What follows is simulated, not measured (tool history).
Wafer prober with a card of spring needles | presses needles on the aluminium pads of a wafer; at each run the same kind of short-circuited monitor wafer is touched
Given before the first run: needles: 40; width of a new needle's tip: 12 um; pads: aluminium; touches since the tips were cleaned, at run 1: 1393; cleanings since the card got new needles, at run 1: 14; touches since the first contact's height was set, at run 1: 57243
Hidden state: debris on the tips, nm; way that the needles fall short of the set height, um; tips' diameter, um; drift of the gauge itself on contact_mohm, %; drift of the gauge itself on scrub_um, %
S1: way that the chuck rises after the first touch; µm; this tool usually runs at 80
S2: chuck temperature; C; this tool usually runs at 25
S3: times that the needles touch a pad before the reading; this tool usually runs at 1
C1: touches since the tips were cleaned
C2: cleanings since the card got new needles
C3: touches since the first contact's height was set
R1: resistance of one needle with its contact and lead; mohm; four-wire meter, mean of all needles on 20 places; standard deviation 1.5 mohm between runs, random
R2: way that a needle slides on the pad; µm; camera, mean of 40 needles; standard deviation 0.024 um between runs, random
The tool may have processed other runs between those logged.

| run | hour | S1 | S2 | S3 | C1 | C2 | C3 | R1 | R2 |
|---|---|---|---|---|---|---|---|---|---|
| 1 | 0 | 80 | 25 | 1 | 1393 | 14 | 57243 | 134 | 18.92 |
|  | 7.8 | tips cleaned on abrasive film |
| 2 | 9.7 | 80 | 93 | 1 | 473 | 15 | 59612 | 146 | 18.99 |
| 3 | 14.3 | 80 | 25 | 1 | 1605 | 15 | 60744 | 134 | 18.96 |
| 4 | 18.7 | 80 | 25 | 2 | 2715 | 15 | 61854 | 133 | 18.97 |
|  | 21.3 | tips cleaned on abrasive film |
| 5 | 26.9 | 80 | 25 | 2 | 1378 | 16 | 63842 | 132 | 19 |
|  | 35.5 | tips cleaned on abrasive film |
| 6 | 36.3 | 80 | 25 | 1 | 182 | 17 | 66137 | 134 | 18.95 |
| 7 | 45.7 | 80 | 61 | 1 | 2519 | 17 | 68474 | 139 | 18.98 |
|  | 49.5 | tips cleaned on abrasive film |
| 8 | 52.9 | 80 | 61 | 1 | 842 | 18 | 70235 | 141 | 18.93 |
| 9 | 56.9 | 100 | 85 | 1 | 1823 | 18 | 71216 | 142 | 23.69 |
|  | 63.2 | tips cleaned on abrasive film |
| 10 | 64.2 | 100 | 85 | 1 | 239 | 19 | 72992 | 143 | 23.73 |
| 11 | 74 | 98 | 29 | 1 | 2655 | 19 | 75408 | 135 | 23.26 |
|  | 77 | tips cleaned on abrasive film |
| 12 | 82.7 | 98 | 29 | 1 | 1400 | 20 | 77535 | 134 | 23.24 |

4 ways to go on from here, each from the tool as it stands after run 12. What would each give?
|  | 90.4 | tips cleaned on abrasive film |
| A | 90.6 | 80 | 25 | 3 | 50 | 21 | 79484 | ? | ? |
|  | 90.4 | tips cleaned on abrasive film |
| B | 90.6 | 99 | 32 | 3 | 50 | 21 | 79484 | ? | ? |
|  | 90.4 | tips cleaned on abrasive film |
| C | 90.6 | 80 | 29 | 1 | 50 | 21 | 79484 | ? | ? |
|  | 90.4 | tips cleaned on abrasive film |
| D | 90.6 | 64 | 35 | 2 | 50 | 21 | 79484 | ? | ? |

| run | R1 | R2 |
|---|---|---|
| A | 132 | 18.99 |
| B | 132 | 23.41 |
| C | 134 | 18.98 |
| D | 136 | 15.15 |
Take away the tool's hidden state, keep each run's random variation, and the runs would have read:
| run | R1 | R2 |
|---|---|---|
| A | 132 | 19 |
| B | 132 | 23.42 |
| C | 134 | 18.99 |
| D | 136 | 15.16 |
